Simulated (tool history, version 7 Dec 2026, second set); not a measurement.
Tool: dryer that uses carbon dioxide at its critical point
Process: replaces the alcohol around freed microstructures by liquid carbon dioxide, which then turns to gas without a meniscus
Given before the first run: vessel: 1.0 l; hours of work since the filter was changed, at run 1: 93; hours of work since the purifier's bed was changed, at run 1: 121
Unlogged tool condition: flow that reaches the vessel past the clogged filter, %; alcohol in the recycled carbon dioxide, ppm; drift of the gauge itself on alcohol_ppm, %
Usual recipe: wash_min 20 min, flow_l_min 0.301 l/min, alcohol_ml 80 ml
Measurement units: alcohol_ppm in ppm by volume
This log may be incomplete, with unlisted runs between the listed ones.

| run | day | wash_min | flow_l_min | alcohol_ml | hours of work since the filter was changed | hours of work since the purifier's bed was changed | alcohol_ppm |
|---|---|---|---|---|---|---|---|
| 1 | 0 | 20 | 0.301 | 80 | 93 | 121 | 454 |
| 2 | 0.612 | 20 | 0.206 | 80 | 99 | 128 | 2235 |
| 3 | 1.146 | 20 | 0.466 | 80 | 105 | 134 | 54 |
| 4 | 1.688 | 20 | 0.466 | 80 | 111 | 140 | 46 |
| 5 | 2.129 | 20 | 0.466 | 80 | 116 | 145 | 64 |
| 6 | 2.446 | 20 | 0.466 | 80 | 119 | 148 | 69 |
| 7 | 2.875 | 20 | 0.301 | 31 | 124 | 153 | 207 |
| 8 | 3.392 | 20 | 0.301 | 31 | 130 | 159 | 216 |
| 9 | 3.833 | 20 | 0.349 | 31 | 135 | 163 | 108 |
| 10 | 4.362 | 20 | 0.349 | 31 | 140 | 169 | 118 |
| 11 | 4.625 | 20 | 0.29 | 80 | 143 | 172 | 583 |
| 12 | 5.171 | 20 | 0.29 | 80 | 149 | 178 | 591 |
| 13 | 5.621 | 20 | 0.301 | 22 | 154 | 183 | 171 |
| 14 | 6.021 | 20 | 0.301 | 27 | 159 | 187 | 195 |
| 15 | 6.362 | 20 | 0.301 | 27 | 162 | 191 | 209 |
| 16 | 6.688 | 20 | 0.301 | 27 | 166 | 195 | 197 |
| 17 | 7.304 | 20 | 0.301 | 27 | 173 | 201 | 201 |
| 18 | 7.729 | 20 | 0.301 | 27 | 177 | 206 | 207 |
| 19 | 8.075 | 22 | 0.301 | 27 | 181 | 210 | 141 |
| 20 | 8.462 | 22 | 0.301 | 27 | 185 | 214 | 140 |
| 21 | 8.958 | 15 | 0.301 | 27 | 191 | 219 | 608 |
| 22 | 9.279 | 13 | 0.366 | 65 | 194 | 223 | 1168 |
| 23 | 9.562 | 14 | 0.386 | 80 | 197 | 226 | 864 |
| 24 | 10.096 | 21 | 0.484 | 80 | 203 | 232 | 74 |
| 25 | 10.521 | 28 | 0.484 | 80 | 208 | 237 | 55 |
| 26 | 10.938 | 28 | 0.484 | 80 | 212 | 241 | 51 |
| 27 | 11.296 | 20 | 0.187 | 80 | 216 | 245 | 3431 |
| 28 | 11.883 | 20 | 0.187 | 80 | 223 | 251 | 3478 |
| 29 | 12.429 | 15 | 0.187 | 54 | 229 | 257 | 5120 |
| 30 | 12.771 | 15 | 0.187 | 54 | 232 | 261 | 5006 |
| 31 | 13.296 | 15 | 0.187 | 54 | 238 | 267 | 5191 |
| 32 | 13.75 | 15 | 0.187 | 54 | 243 | 272 | 5240 |
| 33 | 14.217 | 21 | 0.262 | 54 | 248 | 277 | 569 |
| 34 | 14.862 | 21 | 0.262 | 54 | 255 | 284 | 591 |
| 35 | 15.512 | 21 | 0.451 | 26 | 262 | 291 | 75 |

Same runs, no hidden state in the tool, same run-to-run variation:
| run | alcohol_ppm |
|---|---|
| 1 | 373 |
| 2 | 1998 |
| 3 | 21 |
| 4 | 13 |
| 5 | 28 |
| 6 | 33 |
| 7 | 148 |
| 8 | 155 |
| 9 | 60 |
| 10 | 68 |
| 11 | 454 |
| 12 | 456 |
| 13 | 110 |
| 14 | 127 |
| 15 | 139 |
| 16 | 127 |
| 17 | 127 |
| 18 | 133 |
| 19 | 75 |
| 20 | 74 |
| 21 | 470 |
| 22 | 921 |
| 23 | 652 |
| 24 | 22 |
| 25 | 5 |
| 26 | 1 |
| 27 | 2848 |
| 28 | 2874 |
| 29 | 4428 |
| 30 | 4320 |
| 31 | 4466 |
| 32 | 4495 |
| 33 | 387 |
| 34 | 399 |
| 35 | 13 |
